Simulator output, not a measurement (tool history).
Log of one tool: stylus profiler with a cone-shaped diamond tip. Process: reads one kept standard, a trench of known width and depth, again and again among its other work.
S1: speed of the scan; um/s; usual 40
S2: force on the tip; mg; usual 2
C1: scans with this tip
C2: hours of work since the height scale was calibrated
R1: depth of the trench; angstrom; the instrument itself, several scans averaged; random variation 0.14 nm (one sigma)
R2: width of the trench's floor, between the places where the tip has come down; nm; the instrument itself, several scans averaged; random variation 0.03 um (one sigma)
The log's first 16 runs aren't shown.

| run | hour | S1 | S2 | C1 | C2 | R1 | R2 |
|---|---|---|---|---|---|---|---|
| 17 | 369.1 | 40 | 2 | 2428 | 295 | 5069.9 | 15440 |
| 18 | 397.6 | 40 | 0.84 | 2600 | 316 | 5040.4 | 15290 |
| 19 | 433.5 | 40 | 0.84 | 2816 | 342 | 5040.8 | 15350 |
| 20 | 462 | 40 | 1.7 | 2988 | 363 | 5063.3 | 15390 |
| 21 | 479.9 | 40 | 1.7 | 3096 | 376 | 5060.5 | 15420 |
| 22 | 516.2 | 40 | 0.81 | 3315 | 403 | 5038.2 | 15330 |
| 23 | 545 | 40 | 0.81 | 3489 | 424 | 5038.1 | 15300 |
| 24 | 572.8 | 40 | 0.81 | 3656 | 445 | 5038.9 | 15280 |
| 25 | 604.9 | 130 | 3.65 | 3850 | 468 | 5102.7 | 15120 |
| 26 | 623 | 145 | 0.87 | 3959 | 481 | 5040.8 | 14510 |
| 27 | 654.6 | 85 | 1.55 | 4149 | 505 | 5058.1 | 15180 |

Forecast run 28:
| 28 | 677.2 | 28 | 1.45 | 4286 | 521 | ? | ? |

{"run 28": {"R1": 5057.4, "R2": 15480}}
Without the tool's hidden state the same run would have given R1 5057.5 angstrom, R2 15500 nm.

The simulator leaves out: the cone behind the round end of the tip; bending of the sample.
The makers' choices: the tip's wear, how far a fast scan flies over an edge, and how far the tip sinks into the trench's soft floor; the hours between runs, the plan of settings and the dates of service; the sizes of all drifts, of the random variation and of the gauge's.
